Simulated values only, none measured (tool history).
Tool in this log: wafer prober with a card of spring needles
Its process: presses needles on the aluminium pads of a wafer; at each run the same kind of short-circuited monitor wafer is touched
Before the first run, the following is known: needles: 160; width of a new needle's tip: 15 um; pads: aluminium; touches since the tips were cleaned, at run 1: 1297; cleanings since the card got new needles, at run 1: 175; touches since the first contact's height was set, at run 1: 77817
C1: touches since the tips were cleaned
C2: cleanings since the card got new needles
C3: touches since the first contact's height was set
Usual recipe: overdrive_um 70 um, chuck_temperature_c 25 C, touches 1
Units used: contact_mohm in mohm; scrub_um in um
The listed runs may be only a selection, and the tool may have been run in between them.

Run 1, day 0.000: usual settings; C1 1297; C2 175; C3 77817. Result: contact_mohm 228 mohm, scrub_um 16.87 um.
At day 0.121: tips cleaned on abrasive film.
At day 0.412: tips cleaned on abrasive film.
At day 0.704: tips cleaned on abrasive film.
At day 1.000: tips cleaned on abrasive film.
At day 1.233: tips cleaned on abrasive film.
At day 1.529: tips cleaned on abrasive film.
At day 1.821: tips cleaned on abrasive film.
At day 2.112: tips cleaned on abrasive film.
At day 2.350: tips cleaned on abrasive film.
At day 2.642: tips cleaned on abrasive film.
At day 2.938: tips cleaned on abrasive film.
At day 3.229: tips cleaned on abrasive film.
At day 3.467: tips cleaned on abrasive film.
At day 3.758: tips cleaned on abrasive film.
Run 2, day 3.829: usual settings; C1 714; C2 189; C3 114806. Result: contact_mohm 221 mohm, scrub_um 16.21 um.
At day 4.008: tips cleaned on abrasive film.
At day 4.300: tips cleaned on abrasive film.
At day 4.596: tips cleaned on abrasive film.
At day 4.888: tips cleaned on abrasive film.
At day 5.183: tips cleaned on abrasive film.
At day 5.475: tips cleaned on abrasive film.
At day 5.767: tips cleaned on abrasive film.
Run 3, day 5.867: usual settings; C1 972; C2 196; C3 134484. Result: contact_mohm 222 mohm, scrub_um 16.08 um.
At day 6.046: tips cleaned on abrasive film.
At day 6.338: tips cleaned on abrasive film.
At day 6.629: tips cleaned on abrasive film.
At day 6.867: tips cleaned on abrasive film.
At day 7.158: tips cleaned on abrasive film.
At day 7.454: tips cleaned on abrasive film.
At day 7.746: tips cleaned on abrasive film.
At day 8.038: tips cleaned on abrasive film.
At day 8.333: tips cleaned on abrasive film.
At day 8.625: tips cleaned on abrasive film.
Run 4, day 8.729: usual settings; C1 1007; C2 206; C3 162131. Result: contact_mohm 229 mohm, scrub_um 15.64 um.
At day 8.904: tips cleaned on abrasive film.
At day 9.142: tips cleaned on abrasive film.
At day 9.433: tips cleaned on abrasive film.
At day 9.729: tips cleaned on abrasive film.
At day 10.021: tips cleaned on abrasive film.
At day 10.258: tips cleaned on abrasive film.
At day 10.550: tips cleaned on abrasive film.
At day 10.842: tips cleaned on abrasive film.
At day 11.138: tips cleaned on abrasive film.
At day 11.429: tips cleaned on abrasive film.
At day 11.667: tips cleaned on abrasive film.
At day 11.958: tips cleaned on abrasive film.
At day 12.458: card fitted with new needles.
At day 12.750: tips cleaned on abrasive film.
Run 5, day 12.779: usual settings; C1 283; C2 1; C3 3117. Result: contact_mohm 209 mohm, scrub_um 17.39 um.
At day 13.017: tips cleaned on abrasive film.
At day 13.308: tips cleaned on abrasive film.
At day 13.600: tips cleaned on abrasive film.
At day 13.838: tips cleaned on abrasive film.
At day 14.129: tips cleaned on abrasive film.
At day 14.425: tips cleaned on abrasive film.
Run 6, day 14.550: usual settings; C1 1235; C2 7; C3 20222. Result: contact_mohm 212 mohm, scrub_um 16.92 um.
At day 14.671: tips cleaned on abrasive film.
At day 14.962: tips cleaned on abrasive film.
At day 15.254: tips cleaned on abrasive film.
At day 15.492: tips cleaned on abrasive film.
At day 15.783: tips cleaned on abrasive film.
At day 16.021: tips cleaned on abrasive film.
At day 16.312: tips cleaned on abrasive film.
At day 16.608: tips cleaned on abrasive film.
At day 16.900: tips cleaned on abrasive film.
At day 17.133: tips cleaned on abrasive film.
At day 17.429: tips cleaned on abrasive film.
Run 7, day 17.442: usual settings; C1 133; C2 18; C3 48131. Result: contact_mohm 210 mohm, scrub_um 16.74 um.
At day 17.679: tips cleaned on abrasive film.
At day 17.971: tips cleaned on abrasive film.
At day 18.262: tips cleaned on abrasive film.
At day 18.558: tips cleaned on abrasive film.
At day 18.850: tips cleaned on abrasive film.
At day 19.142: tips cleaned on abrasive film.
Run 8, day 19.162: usual settings; C1 193; C2 24; C3 64759. Result: contact_mohm 211 mohm, scrub_um 16.84 um.
At day 19.400: tips cleaned on abrasive film.
At day 19.692: tips cleaned on abrasive film.
At day 19.983: tips cleaned on abrasive film.
At day 20.279: tips cleaned on abrasive film.
At day 20.512: tips cleaned on abrasive film.
At day 20.808: tips cleaned on abrasive film.
At day 21.100: tips cleaned on abrasive film.
At day 21.333: tips cleaned on abrasive film.
At day 21.629: tips cleaned on abrasive film.
At day 21.862: tips cleaned on abrasive film.
At day 22.158: tips cleaned on abrasive film.
At day 22.392: tips cleaned on abrasive film.
At day 22.629: tips cleaned on abrasive film.
Run 9, day 22.629: usual settings but chuck_temperature_c 43 C, touches 2; C1 0; C2 37; C3 98226. Result: contact_mohm 208 mohm, scrub_um 16.24 um.

Forecast run 10:
At day 22.921: tips cleaned on abrasive film.
At day 23.217: tips cleaned on abrasive film.
At day 23.508: tips cleaned on abrasive film.
At day 23.746: tips cleaned on abrasive film.
At day 24.038: tips cleaned on abrasive film.
At day 24.275: tips cleaned on abrasive film.
At day 24.567: tips cleaned on abrasive film.
At day 24.800: tips cleaned on abrasive film.
At day 25.096: tips cleaned on abrasive film.
At day 25.329: tips cleaned on abrasive film.
Run 10, day 25.421: usual settings but chuck_temperature_c 43 C, touches 2; C1 893; C2 47; C3 125181. Result: contact_mohm ?, scrub_um ?.

{"run 10": {"contact_mohm": 220, "scrub_um": 15.96}}
With no hidden state in the tool, this same run would have given contact_mohm 212 mohm, scrub_um 17.30 um.

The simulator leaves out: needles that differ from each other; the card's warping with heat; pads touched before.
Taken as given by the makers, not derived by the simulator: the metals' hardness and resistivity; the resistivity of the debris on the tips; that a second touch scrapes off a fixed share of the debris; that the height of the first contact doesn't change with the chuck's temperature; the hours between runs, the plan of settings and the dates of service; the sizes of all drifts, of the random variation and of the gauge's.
